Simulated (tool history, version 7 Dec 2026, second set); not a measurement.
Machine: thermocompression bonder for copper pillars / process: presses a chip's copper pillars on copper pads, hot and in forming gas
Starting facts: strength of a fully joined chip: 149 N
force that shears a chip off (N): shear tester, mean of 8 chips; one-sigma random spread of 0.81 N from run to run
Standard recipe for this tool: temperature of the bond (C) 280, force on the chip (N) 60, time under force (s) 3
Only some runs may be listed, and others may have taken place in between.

run,day,temperature of the bond (C),force on the chip (N),time under force (s),force that shears a chip off (N)
1,0,280,60,3,83.9
2,0.179,280,60,3,84.3
3,0.575,280,45,3,65
4,0.992,280,62,3,87.6
5,1.379,280,62,3,84.7
6,1.596,280,62,3,87.2
7,1.908,280,60,3,83.1
8,2.129,280,60,3,83.9
9,2.417,280,60,3,83.9
10,2.75,280,60,3,83.2
11,3.117,280,60,3,84
12,3.358,280,60,7,105.3
13,3.612,280,60,7,106.2
14,4.008,280,60,7,103.8
15,4.375,274,48,4,73.2
16,4.658,274,48,4,73.2
# day 4.767: heater calibrated with a thermocouple chip
17,5.038,274,48,4,74
18,5.242,274,48,4,73.9
19,5.567,280,38,3,56.6
20,5.896,281,89,3,112.1
21,6.312,296,55,2,79.4
# day 6.521: heater calibrated with a thermocouple chip, once more
22,6.6,296,55,2,74.4
23,7,296,55,2,74.5
24,7.354,296,60,3,90.3
25,7.771,262,90,4,97.6
26,8.004,280,53,4,75.7

Results per run with the tool's hidden condition removed, run-to-run variation unchanged:
Unlogged tool condition in this case: true temperature of the bond over the reading, C; force that reaches the chip, % of what is set; oxide that the forming gas leaves, % of the face; drift of the gauge itself on shear_n, %.
run,force that shears a chip off (N)
1,82.2
2,82.6
3,63.2
4,86.1
5,83.3
6,85.7
7,81.7
8,82.4
9,82.5
10,81.9
11,82.7
12,105
13,106
14,103.6
15,71.7
16,71.7
17,71.8
18,71.6
19,54.5
20,111.8
21,77.8
22,77.8
23,77.9
24,94.5
25,102.2
26,79.3

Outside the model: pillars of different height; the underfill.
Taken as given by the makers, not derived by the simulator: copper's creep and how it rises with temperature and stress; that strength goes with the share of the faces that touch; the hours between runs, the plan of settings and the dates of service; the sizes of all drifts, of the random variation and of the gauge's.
